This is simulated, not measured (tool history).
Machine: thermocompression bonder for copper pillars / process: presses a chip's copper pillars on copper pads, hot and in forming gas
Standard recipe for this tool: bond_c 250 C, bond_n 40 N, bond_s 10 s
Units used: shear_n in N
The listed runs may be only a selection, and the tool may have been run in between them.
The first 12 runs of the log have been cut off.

run   hour  bond_c  bond_n  bond_s  hours of work since the heater was calibrated  hours of work since the force cell was calibrated  hours of work since the gas filter was changed  shear_n
 13  174.8     249      40      10                                           1093                                                191                                              27     48.6
 14  189.7     249      40      10                                           1099                                                197                                              33     47.9
 15  203.1     250      40      10                                           1105                                                202                                              39     49.6
 16  220.7     250      40      10                                           1112                                                210                                              46     49.3
 17  240.7     250      25      22                                           1120                                                218                                              54     44.3
 18  254.8     227      40      10                                           1126                                                224                                              60     32.5
 19  273.8     227      40      10                                           1134                                                231                                              68     33.5
 20    285     227      40      10                                           1139                                                236                                              72     32.8
 21  300.2     227      40      13                                           1145                                                242                                              79     36.5
     306.4  -- heater calibrated with a thermocouple chip
 22  321.2     276      40      17                                              6                                                250                                              86       92
 23  340.6     222      43       6                                             14                                                258                                              94     30.8
 24  360.4     230      39      10                                             22                                                266                                             103     39.5
 25  370.7     250      40      17                                             27                                                271                                             107     67.3
 26  388.7     240      59       7                                             34                                                278                                             114     56.9
 27    401     240      59       7                                             39                                                283                                             119     57.6
 28  413.8     243      46      10                                             44                                                288                                             125     56.2
 29    428     224      48      14                                             50                                                294                                             131     48.3
 30  442.4     236      47      15                                             56                                                300                                             137     60.4
 31    453     279      34      16                                             60                                                305                                             141     82.1

Each row is a separate what-if for the run after 31, all from the same tool condition, not one after another. Results?
  A  471.5     279      25      16                                             68                                                312                                             148        ?
  B  471.5     253      38      15                                             68                                                312                                             148        ?
  C  471.5     250      29      10                                             68                                                312                                             148        ?
  D  471.5     229      40      16                                             68                                                312                                             148        ?

run  shear_n
  A     65.1
  B     63.1
  C     40.4
  D     47.6
What these runs would have given with no unlogged condition in the tool:
run  shear_n
  A     68.1
  B     66.1
  C     42.5
  D       50
